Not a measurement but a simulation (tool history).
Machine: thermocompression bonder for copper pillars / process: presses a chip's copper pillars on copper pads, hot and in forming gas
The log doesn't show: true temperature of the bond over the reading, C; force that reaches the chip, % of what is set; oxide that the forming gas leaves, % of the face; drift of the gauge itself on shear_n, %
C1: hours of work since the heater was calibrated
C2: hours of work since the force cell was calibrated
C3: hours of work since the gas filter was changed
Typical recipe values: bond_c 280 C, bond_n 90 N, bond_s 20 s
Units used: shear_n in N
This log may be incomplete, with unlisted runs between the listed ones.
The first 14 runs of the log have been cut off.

-- hour=448.8 forming gas filter changed
run 15 hour=460.2 | bond_c=280 bond_n=91 bond_s=44 | C1=678 C2=593 C3=8 | shear_n=116.2
run 16 hour=484.7 | bond_c=280 bond_n=91 bond_s=44 | C1=696 C2=610 C3=26 | shear_n=117
run 17 hour=502.7 | bond_c=280 bond_n=91 bond_s=44 | C1=709 C2=624 C3=39 | shear_n=119.2
run 18 hour=522.8 | bond_c=280 bond_n=90 bond_s=20 | C1=724 C2=638 C3=54 | shear_n=95.1
run 19 hour=564.5 | bond_c=280 bond_n=90 bond_s=20 | C1=754 C2=668 C3=84 | shear_n=94.1
run 20 hour=603.1 | bond_c=280 bond_n=90 bond_s=20 | C1=782 C2=696 C3=112 | shear_n=93.4
run 21 hour=631.9 | bond_c=307 bond_n=133 bond_s=15 | C1=803 C2=717 C3=133 | shear_n=137.3
run 22 hour=657.7 | bond_c=273 bond_n=59 bond_s=22 | C1=822 C2=736 C3=152 | shear_n=57
-- hour=673.5 forming gas filter changed
run 23 hour=676.9 | bond_c=273 bond_n=59 bond_s=22 | C1=835 C2=750 C3=2 | shear_n=58
run 24 hour=711.5 | bond_c=282 bond_n=131 bond_s=22 | C1=860 C2=775 C3=28 | shear_n=130.4
run 25 hour=750.6 | bond_c=260 bond_n=79 bond_s=52 | C1=889 C2=803 C3=56 | shear_n=87.5
run 26 hour=780.1 | bond_c=257 bond_n=79 bond_s=25 | C1=910 C2=825 C3=77 | shear_n=66.5
run 27 hour=823.1 | bond_c=257 bond_n=79 bond_s=25 | C1=942 C2=856 C3=109 | shear_n=65.8
run 28 hour=851.2 | bond_c=257 bond_n=79 bond_s=25 | C1=962 C2=876 C3=129 | shear_n=65.8
run 29 hour=880 | bond_c=257 bond_n=79 bond_s=25 | C1=983 C2=897 C3=150 | shear_n=67.8
-- hour=898.1 forming gas filter changed
run 30 hour=898.4 | bond_c=257 bond_n=79 bond_s=25 | C1=996 C2=910 C3=0 | shear_n=65.5
run 31 hour=922 | bond_c=269 bond_n=77 bond_s=33 | C1=1013 C2=927 C3=17 | shear_n=84.2
run 32 hour=941.3 | bond_c=269 bond_n=77 bond_s=33 | C1=1027 C2=941 C3=31 | shear_n=84.7
run 33 hour=966.3 | bond_c=269 bond_n=98 bond_s=33 | C1=1045 C2=960 C3=50 | shear_n=105
run 34 hour=991.9 | bond_c=269 bond_n=98 bond_s=33 | C1=1064 C2=978 C3=68 | shear_n=101.5
run 35 hour=1022 | bond_c=251 bond_n=112 bond_s=10 | C1=1086 C2=1000 C3=90 | shear_n=62.9
run 36 hour=1061.7 | bond_c=271 bond_n=56 bond_s=20 | C1=1115 C2=1029 C3=119 | shear_n=51.3
run 37 hour=1104.6 | bond_c=271 bond_n=85 bond_s=48 | C1=1146 C2=1060 C3=150 | shear_n=105.2
-- hour=1123.9 forming gas filter changed
run 38 hour=1137.3 | bond_c=271 bond_n=85 bond_s=48 | C1=1169 C2=1083 C3=10 | shear_n=106.3
run 39 hour=1163.7 | bond_c=290 bond_n=67 bond_s=27 | C1=1188 C2=1103 C3=29 | shear_n=90.4

3 ways to go on from here, each from the tool as it stands after run 39. What would each give?
run A hour=1205.5 | bond_c=290 bond_n=67 bond_s=45 | C1=1219 C2=1133 C3=59 | shear_n=?
run B hour=1205.5 | bond_c=280 bond_n=77 bond_s=22 | C1=1219 C2=1133 C3=59 | shear_n=?
run C hour=1205.5 | bond_c=290 bond_n=67 bond_s=37 | C1=1219 C2=1133 C3=59 | shear_n=?

run=A shear_n=103.1
run=B shear_n=83.9
run=C shear_n=98.9
Had the tool no hidden state, the same runs would have come out as:
run=A shear_n=102.4
run=B shear_n=83.2
run=C shear_n=98.2
